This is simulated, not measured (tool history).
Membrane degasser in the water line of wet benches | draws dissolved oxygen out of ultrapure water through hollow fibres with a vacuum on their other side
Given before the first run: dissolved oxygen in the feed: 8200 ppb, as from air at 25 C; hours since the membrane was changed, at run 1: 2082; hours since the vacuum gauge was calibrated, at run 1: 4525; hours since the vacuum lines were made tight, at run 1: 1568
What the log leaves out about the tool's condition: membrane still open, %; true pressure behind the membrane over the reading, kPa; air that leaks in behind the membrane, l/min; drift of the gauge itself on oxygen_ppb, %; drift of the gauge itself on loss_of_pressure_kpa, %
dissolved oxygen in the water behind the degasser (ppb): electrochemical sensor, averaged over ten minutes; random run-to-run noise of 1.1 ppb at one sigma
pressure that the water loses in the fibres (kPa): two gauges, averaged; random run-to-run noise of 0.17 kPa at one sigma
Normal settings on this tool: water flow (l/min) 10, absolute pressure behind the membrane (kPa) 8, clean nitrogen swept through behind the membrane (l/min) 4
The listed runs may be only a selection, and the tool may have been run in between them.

run,hour,water flow (l/min),absolute pressure behind the membrane (kPa),clean nitrogen swept through behind the membrane (l/min),hours since the membrane was changed,hours since the vacuum gauge was calibrated,hours since the vacuum lines were made tight,dissolved oxygen in the water behind the degasser (ppb),pressure that the water loses in the fibres (kPa)
1,0,10,8,4,2082,4525,1568,104.4,28.12
2,79,10,8,4,2161,4604,1647,106,27.84
3,253.7,10,8,4,2336,4778,1822,107.6,27.97
4,358,7,8,4,2440,4883,1926,59.1,19.57
5,510.8,10,8,4,2593,5036,2079,105.7,27.65
6,646.7,10,8,4,2729,5171,2215,104.3,27.91
7,755.8,10,8,4,2838,5281,2324,105.2,28.21
8,932.1,10,8,4,3015,5457,2500,106.4,27.89
9,1016.5,10,8,4.61,3099,5541,2585,100.6,28.13
10,1124.8,10,8,4.61,3207,5650,2693,102.2,28.21
11,1208.8,10,19.63,3.36,3291,5734,2777,193.8,27.75
12,1391.1,7,8,10.21,3474,5916,2959,46.1,19.53
13,1544.2,7,10.01,4.36,3627,6069,3113,64.4,19.51
14,1681.6,7,19.29,4.36,3764,6206,3250,104,19.54
15,1774.9,11,11.71,4.36,3857,6300,3343,142,30.87

Estimate the outcome of run 16 from the log above:
16,1860.6,12,14.98,4,3943,6385,3429,?,?

{"run 16": {"dissolved oxygen in the water behind the degasser (ppb)": 190.3, "pressure that the water loses in the fibres (kPa)": 33.49}}
Were there no unlogged condition in the tool, this run, its random variation unchanged, would have produced dissolved oxygen in the water behind the degasser (ppb) 190.1, pressure that the water loses in the fibres (kPa) 33.48.
